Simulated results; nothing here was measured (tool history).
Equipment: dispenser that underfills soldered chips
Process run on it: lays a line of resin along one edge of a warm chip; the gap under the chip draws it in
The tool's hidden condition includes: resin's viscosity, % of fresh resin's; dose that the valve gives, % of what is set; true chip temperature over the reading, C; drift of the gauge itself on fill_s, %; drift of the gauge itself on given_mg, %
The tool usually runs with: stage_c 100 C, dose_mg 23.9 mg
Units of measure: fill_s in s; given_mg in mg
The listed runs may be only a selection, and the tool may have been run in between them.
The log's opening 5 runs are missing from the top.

run,hour,stage_c,dose_mg,hours of work since the syringe was changed,hours of work since the valve was cleaned,hours of work since the stage was calibrated,fill_s,given_mg
# hour 48.8: new syringe of resin
# hour 56.7: new syringe of resin
6,60.8,114,23.9,3,70,417,15.4,22.25
# hour 65.4: new syringe of resin
7,68.9,114,23.9,3,76,423,14.6,22.14
# hour 73.6: new syringe of resin
8,77.4,100,23.9,3,82,430,21.9,22.1
# hour 81.8: new syringe of resin
9,85.7,93,23.9,3,88,436,27.1,21.96
# hour 89.8: new syringe of resin
# hour 92.1: dispensing valve cleaned and set on the balance
# hour 98.6: new syringe of resin
10,100.4,100,23.9,1,6,445,17.9,23.8
# hour 106.8: new syringe of resin
11,113.5,100,23.9,5,16,455,26,23.59
# hour 114.6: new syringe of resin
# hour 122.7: new syringe of resin
12,124.6,100,26.2,1,24,463,19.1,25.82
# hour 130.3: new syringe of resin
13,137.1,100,26.2,5,33,472,25.6,25.44
# hour 138.9: new syringe of resin
# hour 147.3: new syringe of resin
14,147.5,100,26.2,0,40,480,16.8,25.44
# hour 154.8: new syringe of resin
# hour 155.8: stage's temperature calibrated
15,162.9,90,23.9,5,51,5,34.1,22.93
# hour 164.4: new syringe of resin
# hour 172: new syringe of resin
# hour 179.7: new syringe of resin
16,179.7,90,23.9,0,63,17,21.1,22.67
# hour 187.5: new syringe of resin
17,192.5,90,23.9,4,72,27,30.1,22.24
# hour 195.5: new syringe of resin
# hour 203.8: new syringe of resin
18,206,109,21,2,82,37,14.6,19.49

What will run 19 give?
# hour 212.1: new syringe of resin
# hour 220: new syringe of resin
# hour 221: dispensing valve cleaned and set on the balance
19,221.8,109,21,1,1,47,?,?

fill_s: 13.2 s
given_mg: 21.11 mg
With the hidden condition absent and the run-to-run variation left alone, this run would have shown fill_s 12.4 s, given_mg 21.05 mg.
